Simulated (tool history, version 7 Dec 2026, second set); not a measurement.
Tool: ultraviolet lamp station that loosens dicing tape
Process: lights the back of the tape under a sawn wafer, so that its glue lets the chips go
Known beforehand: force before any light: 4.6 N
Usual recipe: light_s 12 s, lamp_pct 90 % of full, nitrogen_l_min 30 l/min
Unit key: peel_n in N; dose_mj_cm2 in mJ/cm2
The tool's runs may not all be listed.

run	hour	light_s	lamp_pct	nitrogen_l_min	peel_n	dose_mj_cm2
1	0	12	90	30	0.181	441
2	12.8	10	90	30	0.218	373
3	26.7	10	90	30	0.216	372
4	38.6	23	90	30	0.14	851
# hour 59.9: window cleaned of glue's vapour
5	65.2	23	90	30	0.137	855
6	77.3	23	90	30	0.135	858
7	103.4	23	90	30	0.133	852
8	118.1	12	97	30	0.166	485
9	138.1	12	97	30	0.157	485
10	160.1	12	97	30	0.162	479
11	178.6	12	97	30	0.164	481
12	191.8	12	97	30	0.159	475
13	213.4	12	90	30	0.161	440
14	238	12	90	30	0.175	448
15	254.8	12	90	30	0.177	444
16	271.9	12	90	30	0.177	448
17	295.2	12	90	30	0.17	449
18	322.7	20	90	30	0.149	750
19	349.8	20	90	30	0.141	750
20	370.9	12	90	30	0.178	443
# hour 373.7: window cleaned of glue's vapour
21	395	12	77	30	0.209	377
22	406.9	12	77	30	0.212	383
23	423	12	90	33	0.173	446
24	446.2	12	81	12	0.348	401
25	458.7	6	72	15	1.167	178
26	482.2	6	72	15	1.15	180
27	510.2	6	72	15	1.171	180
28	528.3	6	72	15	1.139	176
29	546.9	6	72	15	1.121	182
30	566.3	12	90	16	0.238	447
31	593.9	10	96	16	0.292	398
32	605.4	9	76	19	0.478	284
33	629.6	14	64	12	0.401	370
34	643.1	11	90	37	0.173	414
35	657.4	6	80	57	0.504	199
36	678.1	6	90	30	0.57	222
# hour 688.4: window cleaned of glue's vapour
37	706.8	6	90	30	0.547	226
38	726.9	13	88	17	0.211	473
39	745.4	13	96	20	0.173	512
40	762.1	13	82	53	0.146	441
41	781.6	6	90	30	0.543	224
42	806.7	6	90	30	0.561	225
43	831	23	90	30	0.147	857

A few steps of dose_mj_cm2 between consecutive runs. Split each: what settings, incoming material and random variation would produce without the hidden state, and what is left over for the hidden state, along with gauge scatter present in only one of the two compared results (measured, and without hidden state):
Hidden conditions of the tool in this case: lamp's light, % of a new lamp's; light that the window lets through, % of a clean one's; drift of the gauge itself on peel_n, %; drift of the gauge itself on dose_mj_cm2, %.
Run 1 -> 2: light_s 12 -> 10. dose_mj_cm2 -68 mJ/cm2: hidden state +1, all else -69.
Run 3 -> 4: light_s 10 -> 23. dose_mj_cm2 +479 mJ/cm2: hidden state +0, all else +479.
Run 7 -> 8: light_s 23 -> 12, lamp_pct 90 -> 97. dose_mj_cm2 -367 mJ/cm2: hidden state +0, all else -367.
Run 31 -> 32: light_s 10 -> 9, lamp_pct 96 -> 76, nitrogen_l_min 16 -> 19. dose_mj_cm2 -114 mJ/cm2: hidden state +2, all else -116.
Run 42 -> 43: light_s 6 -> 23. dose_mj_cm2 +632 mJ/cm2: hidden state -3, all else +635.
